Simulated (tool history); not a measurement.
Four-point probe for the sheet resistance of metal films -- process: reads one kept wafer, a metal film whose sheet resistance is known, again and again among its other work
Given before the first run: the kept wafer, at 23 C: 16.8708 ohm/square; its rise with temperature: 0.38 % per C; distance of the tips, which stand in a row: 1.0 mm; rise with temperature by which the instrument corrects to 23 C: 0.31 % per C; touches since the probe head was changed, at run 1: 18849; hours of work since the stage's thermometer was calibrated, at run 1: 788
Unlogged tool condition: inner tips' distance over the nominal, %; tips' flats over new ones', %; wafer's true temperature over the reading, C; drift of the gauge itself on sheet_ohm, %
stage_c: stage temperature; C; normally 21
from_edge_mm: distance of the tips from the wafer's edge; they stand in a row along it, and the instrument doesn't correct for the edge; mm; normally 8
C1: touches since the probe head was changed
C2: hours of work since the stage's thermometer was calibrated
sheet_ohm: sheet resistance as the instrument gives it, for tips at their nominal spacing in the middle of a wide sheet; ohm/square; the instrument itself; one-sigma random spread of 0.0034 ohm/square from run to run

run 1 hour=0.0 | stage_c=21 from_edge_mm=8 | C1=18849 C2=788 | sheet_ohm=16.993066
run 2 hour=54.5 | stage_c=21 from_edge_mm=8 | C1=20731 C2=815 | sheet_ohm=16.992120
run 3 hour=146.8 | stage_c=21 from_edge_mm=8 | C1=23922 C2=861 | sheet_ohm=16.993583
run 4 hour=204.7 | stage_c=21 from_edge_mm=8 | C1=25924 C2=890 | sheet_ohm=16.992409
run 5 hour=283.5 | stage_c=21 from_edge_mm=8 | C1=28647 C2=929 | sheet_ohm=17.001216
run 6 hour=357.0 | stage_c=21 from_edge_mm=8 | C1=31189 C2=965 | sheet_ohm=16.994356
run 7 hour=454.4 | stage_c=19 from_edge_mm=8 | C1=34554 C2=1014 | sheet_ohm=16.979922
run 8 hour=547.5 | stage_c=21 from_edge_mm=8 | C1=37773 C2=1060 | sheet_ohm=17.007034
run 9 hour=599.9 | stage_c=21 from_edge_mm=8 | C1=39584 C2=1086 | sheet_ohm=17.008484
run 10 hour=649.7 | stage_c=35 from_edge_mm=8 | C1=41307 C2=1111 | sheet_ohm=17.163550
run 11 hour=699.5 | stage_c=21 from_edge_mm=8 | C1=43026 C2=1136 | sheet_ohm=17.009137
run 12 hour=780.2 | stage_c=21 from_edge_mm=8 | C1=45817 C2=1176 | sheet_ohm=17.011535
run 13 hour=832.9 | stage_c=21 from_edge_mm=8 | C1=47637 C2=1202 | sheet_ohm=17.008277
run 14 hour=884.1 | stage_c=21 from_edge_mm=50 | C1=49408 C2=1228 | sheet_ohm=16.885687
run 15 hour=972.0 | stage_c=21 from_edge_mm=50 | C1=52446 C2=1272 | sheet_ohm=16.878708
run 16 hour=1039.6 | stage_c=21 from_edge_mm=8 | C1=54782 C2=1305 | sheet_ohm=17.020100
run 17 hour=1094.4 | stage_c=21 from_edge_mm=8 | C1=56678 C2=1332 | sheet_ohm=17.023636
run 18 hour=1162.4 | stage_c=21 from_edge_mm=8 | C1=59027 C2=1366 | sheet_ohm=17.026299
run 19 hour=1243.8 | stage_c=21 from_edge_mm=8 | C1=61841 C2=1407 | sheet_ohm=17.026460
run 20 hour=1337.9 | stage_c=21 from_edge_mm=8 | C1=65093 C2=1454 | sheet_ohm=17.024114
run 21 hour=1417.2 | stage_c=21 from_edge_mm=8 | C1=67834 C2=1493 | sheet_ohm=17.028595
run 22 hour=1507.4 | stage_c=21 from_edge_mm=8 | C1=70952 C2=1538 | sheet_ohm=17.037013
run 23 hour=1568.2 | stage_c=19 from_edge_mm=8 | C1=73053 C2=1568 | sheet_ohm=17.012809
run 24 hour=1657.1 | stage_c=19 from_edge_mm=8 | C1=76126 C2=1612 | sheet_ohm=17.021174
-- hour=1667.2 stage's thermometer calibrated
run 25 hour=1758.8 | stage_c=19 from_edge_mm=8 | C1=79624 C2=46 | sheet_ohm=17.019068
run 26 hour=1856.4 | stage_c=19 from_edge_mm=8 | C1=82996 C2=94 | sheet_ohm=17.023729
-- hour=1909.9 stage's thermometer calibrated, once more
run 27 hour=1919.8 | stage_c=33 from_edge_mm=45 | C1=85173 C2=5 | sheet_ohm=17.082205
run 28 hour=1963.7 | stage_c=29 from_edge_mm=4 | C1=86689 C2=27 | sheet_ohm=17.583157
run 29 hour=2015.0 | stage_c=26 from_edge_mm=17 | C1=88462 C2=52 | sheet_ohm=17.029073
-- hour=2103.9 new probe head fitted
run 30 hour=2116.3 | stage_c=32 from_edge_mm=49 | C1=427 C2=102 | sheet_ohm=17.018136
run 31 hour=2212.4 | stage_c=32 from_edge_mm=20 | C1=3748 C2=150 | sheet_ohm=17.047633
run 32 hour=2274.1 | stage_c=21 from_edge_mm=29 | C1=5883 C2=181 | sheet_ohm=16.906034
run 33 hour=2320.1 | stage_c=21 from_edge_mm=29 | C1=7471 C2=204 | sheet_ohm=16.907341
run 34 hour=2418.3 | stage_c=23 from_edge_mm=16 | C1=10867 C2=253 | sheet_ohm=16.960477
run 35 hour=2526.2 | stage_c=27 from_edge_mm=16 | C1=14596 C2=306 | sheet_ohm=17.008359
run 36 hour=2599.8 | stage_c=28 from_edge_mm=15 | C1=17138 C2=343 | sheet_ohm=17.028738
run 37 hour=2668.2 | stage_c=27 from_edge_mm=49 | C1=19505 C2=377 | sheet_ohm=16.982011
run 38 hour=2752.9 | stage_c=23 from_edge_mm=14 | C1=22432 C2=419 | sheet_ohm=16.985197
run 39 hour=2819.1 | stage_c=30 from_edge_mm=8 | C1=24720 C2=452 | sheet_ohm=17.160429
run 40 hour=2903.7 | stage_c=18 from_edge_mm=13 | C1=27645 C2=494 | sheet_ohm=16.938354
run 41 hour=3008.0 | stage_c=18 from_edge_mm=13 | C1=31248 C2=546 | sheet_ohm=16.938640
run 42 hour=3064.2 | stage_c=18 from_edge_mm=13 | C1=33192 C2=574 | sheet_ohm=16.931653
run 43 hour=3128.1 | stage_c=28 from_edge_mm=28 | C1=35402 C2=606 | sheet_ohm=17.019881
run 44 hour=3210.3 | stage_c=30 from_edge_mm=56 | C1=38243 C2=647 | sheet_ohm=17.035302
run 45 hour=3318.9 | stage_c=22 from_edge_mm=8 | C1=41997 C2=701 | sheet_ohm=17.084584

4 options for the next run, each taken on its own from the tool as it stands now. Forecast them:
run A hour=3427.5 | stage_c=31 from_edge_mm=11 | C1=45748 C2=755 | sheet_ohm=?
run B hour=3427.5 | stage_c=23 from_edge_mm=9 | C1=45748 C2=755 | sheet_ohm=?
run C hour=3427.5 | stage_c=21 from_edge_mm=22 | C1=45748 C2=755 | sheet_ohm=?
run D hour=3427.5 | stage_c=20 from_edge_mm=38 | C1=45748 C2=755 | sheet_ohm=?

run=A sheet_ohm=17.119492
run=B sheet_ohm=17.067137
run=C sheet_ohm=16.942226
run=D sheet_ohm=16.929105
Without the tool's hidden state the same runs would have given:
run=A sheet_ohm=17.034278
run=B sheet_ohm=16.982552
run=C sheet_ohm=16.858310
run=D sheet_ohm=16.845294
